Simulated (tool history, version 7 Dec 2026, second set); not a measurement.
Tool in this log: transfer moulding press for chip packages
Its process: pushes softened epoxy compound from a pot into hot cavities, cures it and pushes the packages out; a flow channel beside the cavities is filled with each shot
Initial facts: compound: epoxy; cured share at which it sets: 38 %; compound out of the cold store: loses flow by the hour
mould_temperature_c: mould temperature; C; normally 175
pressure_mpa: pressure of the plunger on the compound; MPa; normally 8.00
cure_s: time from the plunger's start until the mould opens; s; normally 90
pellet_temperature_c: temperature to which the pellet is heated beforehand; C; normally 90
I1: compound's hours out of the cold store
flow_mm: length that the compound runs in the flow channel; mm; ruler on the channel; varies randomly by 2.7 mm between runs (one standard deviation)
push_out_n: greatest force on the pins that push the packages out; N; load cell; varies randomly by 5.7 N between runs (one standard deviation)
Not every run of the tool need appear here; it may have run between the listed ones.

run 1 hour=0.0 | mould_temperature_c=175 pressure_mpa=8.00 cure_s=90 pellet_temperature_c=90 | I1=40.0 | flow_mm=906 push_out_n=208
run 2 hour=7.2 | mould_temperature_c=181 pressure_mpa=8.00 cure_s=90 pellet_temperature_c=90 | I1=44.5 | flow_mm=875 push_out_n=175
run 3 hour=17.4 | mould_temperature_c=181 pressure_mpa=8.00 cure_s=90 pellet_temperature_c=90 | I1=45.6 | flow_mm=874 push_out_n=164
run 4 hour=23.8 | mould_temperature_c=181 pressure_mpa=8.00 cure_s=90 pellet_temperature_c=90 | I1=29.9 | flow_mm=909 push_out_n=166
run 5 hour=29.0 | mould_temperature_c=181 pressure_mpa=8.00 cure_s=90 pellet_temperature_c=90 | I1=39.8 | flow_mm=892 push_out_n=168
run 6 hour=33.8 | mould_temperature_c=181 pressure_mpa=8.00 cure_s=90 pellet_temperature_c=90 | I1=27.7 | flow_mm=918 push_out_n=168
run 7 hour=39.3 | mould_temperature_c=175 pressure_mpa=8.00 cure_s=90 pellet_temperature_c=88 | I1=12.4 | flow_mm=982 push_out_n=211
run 8 hour=44.0 | mould_temperature_c=175 pressure_mpa=8.00 cure_s=90 pellet_temperature_c=88 | I1=16.4 | flow_mm=968 push_out_n=210
run 9 hour=53.2 | mould_temperature_c=168 pressure_mpa=8.00 cure_s=90 pellet_temperature_c=90 | I1=38.2 | flow_mm=942 push_out_n=340
run 10 hour=58.9 | mould_temperature_c=168 pressure_mpa=8.00 cure_s=90 pellet_temperature_c=90 | I1=36.5 | flow_mm=950 push_out_n=345
run 11 hour=65.8 | mould_temperature_c=168 pressure_mpa=8.00 cure_s=90 pellet_temperature_c=90 | I1=21.1 | flow_mm=993 push_out_n=376
run 12 hour=70.9 | mould_temperature_c=168 pressure_mpa=8.00 cure_s=110 pellet_temperature_c=90 | I1=22.5 | flow_mm=987 push_out_n=244
run 13 hour=80.6 | mould_temperature_c=168 pressure_mpa=8.00 cure_s=110 pellet_temperature_c=90 | I1=47.8 | flow_mm=924 push_out_n=241
-- hour=88.4 cavities cleaned with cleaning compound and waxed
run 14 hour=89.2 | mould_temperature_c=168 pressure_mpa=8.69 cure_s=110 pellet_temperature_c=92 | I1=20.0 | flow_mm=1034 push_out_n=231
run 15 hour=95.9 | mould_temperature_c=171 pressure_mpa=9.32 cure_s=79 pellet_temperature_c=81 | I1=18.5 | flow_mm=1064 push_out_n=379
run 16 hour=101.7 | mould_temperature_c=181 pressure_mpa=9.32 cure_s=106 pellet_temperature_c=81 | I1=10.9 | flow_mm=1036 push_out_n=162
run 17 hour=109.4 | mould_temperature_c=175 pressure_mpa=8.00 cure_s=98 pellet_temperature_c=90 | I1=10.0 | flow_mm=985 push_out_n=187
run 18 hour=119.6 | mould_temperature_c=175 pressure_mpa=7.58 cure_s=90 pellet_temperature_c=84 | I1=35.5 | flow_mm=893 push_out_n=206
run 19 hour=127.4 | mould_temperature_c=173 pressure_mpa=9.61 cure_s=90 pellet_temperature_c=92 | I1=8.5 | flow_mm=1097 push_out_n=252
run 20 hour=132.1 | mould_temperature_c=173 pressure_mpa=9.61 cure_s=90 pellet_temperature_c=92 | I1=19.2 | flow_mm=1063 push_out_n=235
run 21 hour=142.7 | mould_temperature_c=173 pressure_mpa=9.61 cure_s=90 pellet_temperature_c=92 | I1=42.4 | flow_mm=1000 push_out_n=219
-- hour=146.8 plunger's sealing rings changed
run 22 hour=153.3 | mould_temperature_c=174 pressure_mpa=9.61 cure_s=83 pellet_temperature_c=92 | I1=35.4 | flow_mm=1012 push_out_n=261
run 23 hour=161.9 | mould_temperature_c=174 pressure_mpa=9.61 cure_s=83 pellet_temperature_c=92 | I1=34.1 | flow_mm=1019 push_out_n=253

Forecast each of these 5 alternatives for the next run:
run A hour=167.0 | mould_temperature_c=175 pressure_mpa=9.07 cure_s=101 pellet_temperature_c=90 | I1=10.1 | flow_mm=? push_out_n=?
run B hour=167.0 | mould_temperature_c=180 pressure_mpa=9.61 cure_s=90 pellet_temperature_c=83 | I1=42.2 | flow_mm=? push_out_n=?
run C hour=167.0 | mould_temperature_c=175 pressure_mpa=8.00 cure_s=72 pellet_temperature_c=90 | I1=13.2 | flow_mm=? push_out_n=?
run D hour=167.0 | mould_temperature_c=174 pressure_mpa=9.70 cure_s=83 pellet_temperature_c=92 | I1=28.7 | flow_mm=? push_out_n=?
run E hour=167.0 | mould_temperature_c=178 pressure_mpa=9.68 cure_s=83 pellet_temperature_c=92 | I1=45.1 | flow_mm=? push_out_n=?

run=A flow_mm=1050 push_out_n=186
run=B flow_mm=966 push_out_n=169
run=C flow_mm=986 push_out_n=353
run=D flow_mm=1036 push_out_n=252
run=E flow_mm=979 push_out_n=182
With no hidden state in the tool, these same runs would have given:
run=A flow_mm=1050 push_out_n=183
run=B flow_mm=966 push_out_n=166
run=C flow_mm=986 push_out_n=347
run=D flow_mm=1036 push_out_n=248
run=E flow_mm=979 push_out_n=179
